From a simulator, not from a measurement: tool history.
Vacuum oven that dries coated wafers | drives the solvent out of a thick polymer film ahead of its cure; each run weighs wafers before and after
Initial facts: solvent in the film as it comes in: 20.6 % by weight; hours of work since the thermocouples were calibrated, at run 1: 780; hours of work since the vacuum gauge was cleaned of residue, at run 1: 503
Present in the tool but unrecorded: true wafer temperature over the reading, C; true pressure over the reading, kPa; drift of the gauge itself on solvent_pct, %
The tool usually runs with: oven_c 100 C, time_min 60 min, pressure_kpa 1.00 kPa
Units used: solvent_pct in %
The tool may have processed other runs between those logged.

run   hour  oven_c  time_min  pressure_kpa  hours of work since the thermocouples were calibrated  hours of work since the vacuum gauge was cleaned of residue  solvent_pct
  1    0.0     100        60          1.00                                                    780                                                          503        1.546
  2   28.0     100        60          1.00                                                    793                                                          516        1.542
  3   51.8      98        60          1.00                                                    804                                                          527        1.943
  4   67.5      98        60          1.00                                                    811                                                          534        1.952
  5   89.5     100        60          2.21                                                    821                                                          544        2.431
  6  114.4     100        60          2.21                                                    833                                                          555        2.420
  7  126.9     100        60          2.21                                                    838                                                          561        2.429
  8  143.3     100        60          1.00                                                    846                                                          569        1.527
  9  156.3     100        60          1.00                                                    852                                                          575        1.522
 10  180.7     100        60          1.00                                                    863                                                          586        1.536
 11  195.9     100        60          1.00                                                    870                                                          593        1.527
     221.3  -- oven's thermocouples calibrated
 12  226.3     100        60          1.00                                                      2                                                          606        1.843
 13  247.9     105       105          0.93                                                     12                                                          616        0.706
 14  265.7     105       105          0.75                                                     20                                                          624        0.580
 15  287.6      92        35          0.91                                                     30                                                          634        7.259
 16  308.5     110        59          1.10                                                     40                                                          644        0.746
 17  324.9     115        60          1.00                                                     48                                                          651        0.519
 18  344.9     115        89          1.00                                                     57                                                          660        0.518
 19  369.9     114        55          0.94                                                     68                                                          672        0.544
 20  387.3      97        60          0.64                                                     76                                                          680        2.267
 21  400.9      97        72          2.35                                                     82                                                          686        3.121
 22  425.0      90        60          1.43                                                     94                                                          697        5.523

Results for each run, recomputed without the tool's hidden state and with each run's random variation untouched:
run  solvent_pct
  1        1.749
  2        1.746
  3        2.211
  4        2.222
  5        2.673
  6        2.664
  7        2.674
  8        1.739
  9        1.735
 10        1.752
 11        1.744
 12        1.754
 13        0.648
 14        0.522
 15        7.154
 16        0.694
 17        0.476
 18        0.476
 19        0.499
 20        2.183
 21        3.037
 22        5.431
